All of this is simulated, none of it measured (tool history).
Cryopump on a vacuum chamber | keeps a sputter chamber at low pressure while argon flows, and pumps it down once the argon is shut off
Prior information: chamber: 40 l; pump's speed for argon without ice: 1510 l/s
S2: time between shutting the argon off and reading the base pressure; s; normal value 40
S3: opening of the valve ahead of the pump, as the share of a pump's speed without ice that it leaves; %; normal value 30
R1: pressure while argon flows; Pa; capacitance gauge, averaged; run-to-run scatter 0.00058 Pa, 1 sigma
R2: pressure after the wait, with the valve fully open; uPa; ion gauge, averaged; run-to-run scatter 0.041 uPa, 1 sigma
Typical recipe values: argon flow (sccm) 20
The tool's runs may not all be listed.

Run 1, hour 0: usual settings. Result: R1 0.0753 Pa, R2 3.27 uPa.
Run 2, hour 41.1: usual settings. Result: R1 0.0774 Pa, R2 3.33 uPa.
Run 3, hour 80.5: usual settings. Result: R1 0.0769 Pa, R2 3.28 uPa.
Run 4, hour 107.2: usual settings. Result: R1 0.0761 Pa, R2 3.32 uPa.
Run 5, hour 140.9: usual settings. Result: R1 0.0766 Pa, R2 3.32 uPa.
Run 6, hour 190.2: usual settings. Result: R1 0.0767 Pa, R2 3.41 uPa.
Run 7, hour 250.5: usual settings. Result: R1 0.0761 Pa, R2 3.41 uPa.
Run 8, hour 305.6: usual settings. Result: R1 0.0761 Pa, R2 3.35 uPa.
Run 9, hour 335.8: usual settings but argon flow (sccm) 14. Result: R1 0.0546 Pa, R2 3.38 uPa.
Run 10, hour 376.2: usual settings but argon flow (sccm) 14. Result: R1 0.0542 Pa, R2 3.34 uPa.
Run 11, hour 416.2: usual settings but S2 34 s. Result: R1 0.0762 Pa, R2 3.86 uPa.
Run 12, hour 474.6: usual settings but S2 34 s. Result: R1 0.0782 Pa, R2 3.77 uPa.
Run 13, hour 519.1: usual settings but S2 34 s. Result: R1 0.077 Pa, R2 3.77 uPa.
Run 14, hour 551.6: usual settings but S2 189 s. Result: R1 0.0783 Pa, R2 1.76 uPa.
Run 15, hour 614.4: usual settings but S2 32 s. Result: R1 0.0774 Pa, R2 4.02 uPa.
Run 16, hour 653.9: usual settings but S2 32 s. Result: R1 0.078 Pa, R2 4.07 uPa.
Run 17, hour 712.7: usual settings. Result: R1 0.0783 Pa, R2 3.53 uPa.
Run 18, hour 755.3: usual settings but argon flow (sccm) 14, S2 199 s, S3 31 %. Result: R1 0.0527 Pa, R2 1.81 uPa.
Run 19, hour 788.4: usual settings but argon flow (sccm) 32, S2 22 s, S3 29 %. Result: R1 0.1296 Pa, R2 5.51 uPa.
Run 20, hour 829.1: usual settings but argon flow (sccm) 32, S2 156 s. Result: R1 0.1266 Pa, R2 1.95 uPa.
Run 21, hour 862.8: usual settings but argon flow (sccm) 21, S2 176 s, S3 27 %. Result: R1 0.0926 Pa, R2 1.87 uPa.
Run 22, hour 921.7: usual settings but S3 35 %. Result: R1 0.069 Pa, R2 3.59 uPa.
Run 23, hour 952.7: usual settings but S2 98 s, S3 60 %. Result: R1 0.0417 Pa, R2 2.3 uPa.
Run 24, hour 1002.2: usual settings but S2 98 s, S3 60 %. Result: R1 0.0425 Pa, R2 2.3 uPa.
At hour 1064.3: pump warmed up, emptied and cooled again.
Run 25, hour 1065.9: usual settings but argon flow (sccm) 21, S2 56 s, S3 37 %. Result: R1 0.0651 Pa, R2 2.79 uPa.
Run 26, hour 1109.7: usual settings but argon flow (sccm) 21, S2 56 s, S3 37 %. Result: R1 0.0652 Pa, R2 2.8 uPa.
Run 27, hour 1157.8: usual settings but argon flow (sccm) 21, S2 28 s, S3 20 %. Result: R1 0.1167 Pa, R2 4.36 uPa.
Run 28, hour 1217.7: usual settings but argon flow (sccm) 12, S2 287 s. Result: R1 0.046 Pa, R2 1.58 uPa.
Run 29, hour 1249.8: usual settings but S2 21 s. Result: R1 0.0754 Pa, R2 5.52 uPa.
Run 30, hour 1287.5: usual settings but S2 63 s. Result: R1 0.0741 Pa, R2 2.7 uPa.
Run 31, hour 1341.5: usual settings but argon flow (sccm) 11, S2 31 s, S3 36 %. Result: R1 0.0352 Pa, R2 4.25 uPa.
Run 32, hour 1371.2: usual settings but argon flow (sccm) 22, S2 153 s, S3 41 %. Result: R1 0.0616 Pa, R2 1.95 uPa.
Run 33, hour 1406.7: usual settings but argon flow (sccm) 17, S2 115 s, S3 33 %. Result: R1 0.0589 Pa, R2 2.09 uPa.

Below are 5 alternative next runs, each starting from the tool's condition after run 33. Predict each:
At hour 1432.5: leaking fittings of the chamber tightened, without venting.
Run A, hour 1437.1: usual settings but S2 133 s. Result: R1 ?, R2 ?.
At hour 1432.5: leaking fittings of the chamber tightened, without venting.
Run B, hour 1437.1: usual settings but argon flow (sccm) 13, S2 196 s, S3 48 %. Result: R1 ?, R2 ?.
At hour 1432.5: leaking fittings of the chamber tightened, without venting.
Run C, hour 1437.1: usual settings but argon flow (sccm) 17, S2 24 s, S3 33 %. Result: R1 ?, R2 ?.
At hour 1432.5: leaking fittings of the chamber tightened, without venting.
Run D, hour 1437.1: usual settings but S2 261 s, S3 29 %. Result: R1 ?, R2 ?.
At hour 1432.5: leaking fittings of the chamber tightened, without venting.
Run E, hour 1437.1: usual settings but S2 108 s, S3 16 %. Result: R1 ?, R2 ?.

run      R1    R2
  A  0.0765  0.91
  B  0.0314  0.65
  C  0.0594  3.88
  D  0.0797  0.55
  E  0.1422  1.01
Stripped of hidden state, with their random variation kept, the same runs would have yielded:
run      R1    R2
  A  0.0748  0.89
  B  0.0303  0.63
  C   0.058  3.86
  D   0.078  0.53
  E  0.1405  0.99
